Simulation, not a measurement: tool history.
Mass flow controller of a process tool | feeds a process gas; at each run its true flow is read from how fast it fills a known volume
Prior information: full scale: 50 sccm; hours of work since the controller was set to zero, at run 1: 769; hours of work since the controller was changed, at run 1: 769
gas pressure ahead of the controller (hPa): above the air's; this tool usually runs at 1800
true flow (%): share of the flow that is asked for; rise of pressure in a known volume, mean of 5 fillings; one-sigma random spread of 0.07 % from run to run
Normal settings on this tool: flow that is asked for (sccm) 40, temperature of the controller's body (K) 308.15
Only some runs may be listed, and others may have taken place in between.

run	hour	flow that is asked for (sccm)	gas pressure ahead of the controller (hPa)	temperature of the controller's body (K)	hours of work since the controller was set to zero	hours of work since the controller was changed	true flow (%)
1	0.0	40	1800	308.15	769	769	98.86
2	51.8	40	1800	308.15	789	789	98.95
3	128.8	11	1800	308.15	818	818	99.13
4	212.8	23	1800	308.15	850	850	98.94
5	268.0	40	1800	301.15	871	871	99.84
6	349.2	40	1800	308.15	902	902	99.08
7	396.0	40	1800	308.15	919	919	99.04
8	457.2	6	1800	308.15	942	942	99.63
9	504.4	6	1800	308.15	960	960	99.59
10	593.6	6	1800	308.15	994	994	99.76
11	673.0	26	1800	308.15	1024	1024	98.98
12	744.1	40	1800	308.15	1051	1051	99.01
13	815.2	40	1800	308.15	1078	1078	98.98
14	904.8	40	1800	308.15	1112	1112	99.09
15	972.0	40	1800	308.15	1137	1137	99.14
16	1053.8	40	1800	308.15	1168	1168	99.15
17	1124.8	40	1800	308.15	1195	1195	98.96
18	1178.2	40	1800	308.15	1215	1215	98.95
19	1236.2	40	1800	308.15	1237	1237	99.08
20	1275.8	40	1800	308.15	1252	1252	99.06
21	1322.4	40	1800	308.15	1270	1270	99.08
22	1402.2	40	1800	308.15	1300	1300	99.15
23	1481.6	40	1800	308.15	1330	1330	99.10
24	1544.2	40	1800	299.15	1354	1354	100.12
25	1615.9	8	2120	294.15	1381	1381	101.40
26	1690.8	8	1800	308.15	1409	1409	99.83
27	1767.4	8	1800	308.15	1438	1438	99.80
28	1824.6	5	1890	313.15	1460	1460	99.93
29	1904.0	6	1800	297.15	1490	1490	101.40
30	1992.8	6	1800	297.15	1523	1523	101.51
31	2084.0	40	1720	304.15	1558	1558	99.63
32	2123.6	9	1470	304.15	1573	1573	100.01
33	2174.3	24	1630	313.15	1592	1592	98.58
34	2252.8	30	2140	308.15	1622	1622	99.37
35	2335.7	30	2140	308.15	1653	1653	99.50
36	2417.4	34	1800	308.15	1684	1684	99.14
37	2471.2	15	1470	310.15	1704	1704	98.99
38	2556.5	20	2460	298.15	1737	1737	100.90
39	2628.2	40	2640	302.15	1764	1764	100.47
40	2671.1	44	1650	308.15	1780	1780	99.27
41	2736.9	12	2140	303.15	1805	1805	100.45
42	2790.2	40	1670	309.15	1825	1825	99.07
43	2842.0	10	1800	304.15	1845	1845	100.35
44	2918.8	10	1800	304.15	1874	1874	100.27
45	3002.7	40	1860	306.15	1905	1905	99.58

The same runs without the tool's hidden state, with the same run-to-run variation:
The tool's hidden condition here consists of: flow at rest that the sensor doesn't see, % of full scale; true flow over the shown one, %; drift of the gauge itself on true_pct, %.
run	true flow (%)
1	98.58
2	98.66
3	98.45
4	98.52
5	99.53
6	98.77
7	98.72
8	98.37
9	98.32
10	98.45
11	98.54
12	98.65
13	98.61
14	98.71
15	98.76
16	98.76
17	98.56
18	98.55
19	98.67
20	98.64
21	98.66
22	98.72
23	98.65
24	99.67
25	100.07
26	98.47
27	98.42
28	97.85
29	99.60
30	99.67
31	99.12
32	98.66
33	97.90
34	98.76
35	98.88
36	98.55
37	98.01
38	100.07
39	99.90
40	98.72
41	99.23
42	98.49
43	98.93
44	98.82
45	98.97
